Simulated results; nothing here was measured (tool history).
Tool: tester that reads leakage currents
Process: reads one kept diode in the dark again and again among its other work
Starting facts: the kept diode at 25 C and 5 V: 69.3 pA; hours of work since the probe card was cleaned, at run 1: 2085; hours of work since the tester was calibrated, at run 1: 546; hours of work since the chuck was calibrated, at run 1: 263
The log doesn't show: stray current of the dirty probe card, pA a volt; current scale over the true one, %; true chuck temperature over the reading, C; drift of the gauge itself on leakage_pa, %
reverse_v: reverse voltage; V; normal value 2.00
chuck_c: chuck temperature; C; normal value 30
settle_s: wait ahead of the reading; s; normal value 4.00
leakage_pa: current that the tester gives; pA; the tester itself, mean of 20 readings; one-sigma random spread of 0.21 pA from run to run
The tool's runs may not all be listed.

| run | day | reverse_v | chuck_c | settle_s | hours of work since the probe card was cleaned | hours of work since the tester was calibrated | hours of work since the chuck was calibrated | leakage_pa |
|---|---|---|---|---|---|---|---|---|
| 1 | 0.000 | 2.00 | 30 | 4.00 | 2085 | 546 | 263 | 69.47 |
| 2 | 1.646 | 2.00 | 30 | 4.00 | 2116 | 578 | 294 | 69.20 |
| 3 | 3.238 | 2.00 | 30 | 4.00 | 2146 | 608 | 324 | 69.49 |
| 4 | 4.462 | 2.00 | 30 | 3.53 | 2170 | 631 | 348 | 69.50 |
| 5 | 5.746 | 2.00 | 30 | 3.53 | 2194 | 656 | 372 | 68.82 |
| 6 | 7.638 | 2.00 | 30 | 3.53 | 2230 | 692 | 408 | 69.34 |
| 7 | 8.975 | 2.00 | 30 | 3.53 | 2256 | 717 | 434 | 68.94 |
| 8 | 10.450 | 2.00 | 30 | 3.53 | 2284 | 745 | 462 | 68.70 |
| 9 | 12.262 | 2.00 | 30 | 3.53 | 2318 | 780 | 496 | 68.56 |
| 10 | 13.488 | 2.00 | 30 | 3.53 | 2342 | 803 | 520 | 68.59 |
| 11 | 14.925 | 2.00 | 30 | 4.00 | 2369 | 831 | 547 | 68.63 |
| 12 | 16.021 | 2.67 | 30 | 4.00 | 2390 | 852 | 568 | 79.34 |
| 13 | 17.029 | 2.00 | 34 | 4.00 | 2409 | 871 | 587 | 94.62 |
| 14 | 18.012 | 6.54 | 30 | 4.00 | 2428 | 890 | 606 | 125.21 |
| 15 | 19.079 | 6.54 | 35 | 4.00 | 2448 | 910 | 626 | 185.47 |
| 16 | 21.046 | 1.84 | 49 | 0.59 | 2486 | 947 | 664 | 295.09 |

For run 17, what comes out?
| 17 | 22.012 | 9.04 | 35 | 0.42 | 2504 | 966 | 682 | ? |

Run 17 produced leakage_pa 223.66 pA.
The same run, on a tool lacking any hidden state, would have yielded leakage_pa 222.67 pA.
